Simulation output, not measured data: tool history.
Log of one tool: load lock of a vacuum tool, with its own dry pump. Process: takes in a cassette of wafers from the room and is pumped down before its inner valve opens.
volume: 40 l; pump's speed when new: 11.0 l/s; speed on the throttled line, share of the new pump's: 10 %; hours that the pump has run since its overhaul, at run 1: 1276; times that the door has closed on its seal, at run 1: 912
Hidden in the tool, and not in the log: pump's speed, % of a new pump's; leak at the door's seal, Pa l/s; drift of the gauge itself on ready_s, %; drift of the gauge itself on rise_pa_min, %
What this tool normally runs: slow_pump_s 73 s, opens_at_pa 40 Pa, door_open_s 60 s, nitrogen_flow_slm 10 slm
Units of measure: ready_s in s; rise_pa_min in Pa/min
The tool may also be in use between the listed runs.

run	hour	slow_pump_s	opens_at_pa	door_open_s	nitrogen_flow_slm	hours that the pump has run since its overhaul	times that the door has closed on its seal	incoming humidity of the room's air, %	ready_s	rise_pa_min
1	0.0	73	40	60	10	1276	912	44.9	94.9	0.053
2	581.8	73	40	60	10	1858	2533	44.6	94.8	0.050
3	1100.4	73	40	60	10	2376	3977	43.7	93.3	0.051
4	1649.7	73	40	60	10	2926	5508	44.0	94.7	0.049
5	2096.2	73	40	60	10	3372	6751	42.1	93.8	0.051
6	2534.4	73	40	60	10	3810	7972	46.7	93.9	0.061
7	3062.2	73	33	60	10	4338	9442	43.2	95.8	0.048
8	3745.9	73	33	60	10	5022	11346	45.9	94.4	0.059
9	4065.7	73	40	60	28	5342	12237	46.6	93.7	0.032
10	4407.8	73	40	60	28	5684	13190	46.8	94.0	0.040
11	4835.7	73	44	122	28	6112	14382	42.0	93.1	0.045
12	5139.5	73	40	60	35	6415	15228	41.6	94.6	0.026
13	5782.9	73	30	40	35	7059	17020	44.2	95.0	0.026
14	6406.3	73	66	35	10	7682	18757	46.9	91.7	0.044
15	7020.2	48	67	60	10	8296	20467	45.2	70.1	0.054
16	7598.6	46	67	60	10	8875	22078	47.6	68.1	0.053
17	7968.8	103	67	60	10	9245	23109	47.1	120.7	0.063
18	8478.5	103	43	42	19	9754	24529	43.3	120.3	0.032
19	8891.4	109	65	60	9	10167	25679	45.6	125.0	0.060

Below are 4 alternative next runs, each starting from the tool's condition after run 19. Predict each:
A	9230.3	63	40	60	10	10506	26623	44.8	?	?
B	9230.3	109	65	120	9	10506	26623	44.1	?	?
C	9230.3	75	65	136	8	10506	26623	45.3	?	?
D	9230.3	113	30	60	17	10506	26623	43.5	?	?

run	ready_s	rise_pa_min
A	85.6	0.059
B	125.8	0.078
C	93.2	0.092
D	130.6	0.040
With no hidden state in the tool, these same runs would have given:
run	ready_s	rise_pa_min
A	85.6	0.058
B	125.8	0.078
C	93.2	0.092
D	130.6	0.039
